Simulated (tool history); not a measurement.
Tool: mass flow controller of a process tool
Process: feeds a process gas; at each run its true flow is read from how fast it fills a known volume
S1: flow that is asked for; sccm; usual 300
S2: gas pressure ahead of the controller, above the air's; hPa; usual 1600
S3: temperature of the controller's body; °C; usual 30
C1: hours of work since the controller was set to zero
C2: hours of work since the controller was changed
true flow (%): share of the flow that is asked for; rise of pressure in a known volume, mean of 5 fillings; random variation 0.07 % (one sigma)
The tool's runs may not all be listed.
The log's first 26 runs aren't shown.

run 27 day=121.392 | S1=300 S2=1600 S3=32 | C1=1389 C2=6566 | true_flow_(%)=101.96
run 28 day=125.033 | S1=56 S2=2160 S3=32 | C1=1459 C2=6636 | true_flow_(%)=103.13
run 29 day=128.558 | S1=88 S2=2690 S3=28 | C1=1526 C2=6703 | true_flow_(%)=102
run 30 day=131.217 | S1=186 S2=2110 S3=23 | C1=1576 C2=6753 | true_flow_(%)=101.89
run 31 day=137.117 | S1=186 S2=2110 S3=23 | C1=1688 C2=6865 | true_flow_(%)=101.98
run 32 day=143.538 | S1=186 S2=2110 S3=23 | C1=1810 C2=6987 | true_flow_(%)=102.05
run 33 day=147.971 | S1=58 S2=1600 S3=28 | C1=1895 C2=7072 | true_flow_(%)=104.24
run 34 day=151.846 | S1=99 S2=1440 S3=39 | C1=1968 C2=7145 | true_flow_(%)=102.87
run 35 day=157.625 | S1=99 S2=1440 S3=29 | C1=2078 C2=7255 | true_flow_(%)=103.21
run 36 day=161.796 | S1=300 S2=1600 S3=32 | C1=2157 C2=7335 | true_flow_(%)=102.61
run 37 day=165.154 | S1=58 S2=1850 S3=35 | C1=2221 C2=7398 | true_flow_(%)=104.9

4 ways to go on from here, each from the tool as it stands after run 37. What would each give?
run A day=170.921 | S1=56 S2=2160 S3=29 | C1=2331 C2=7508 | true_flow_(%)=?
run B day=170.921 | S1=56 S2=1600 S3=30 | C1=2331 C2=7508 | true_flow_(%)=?
run C day=170.921 | S1=65 S2=1850 S3=22 | C1=2331 C2=7508 | true_flow_(%)=?
run D day=170.921 | S1=58 S2=1400 S3=35 | C1=2331 C2=7508 | true_flow_(%)=?

run=A true_flow_(%)=105.36
run=B true_flow_(%)=105.63
run=C true_flow_(%)=104.94
run=D true_flow_(%)=105.51
Without the tool's hidden state the same runs would have given:
run=A true_flow_(%)=97.44
run=B true_flow_(%)=97.71
run=C true_flow_(%)=97.73
run=D true_flow_(%)=97.76
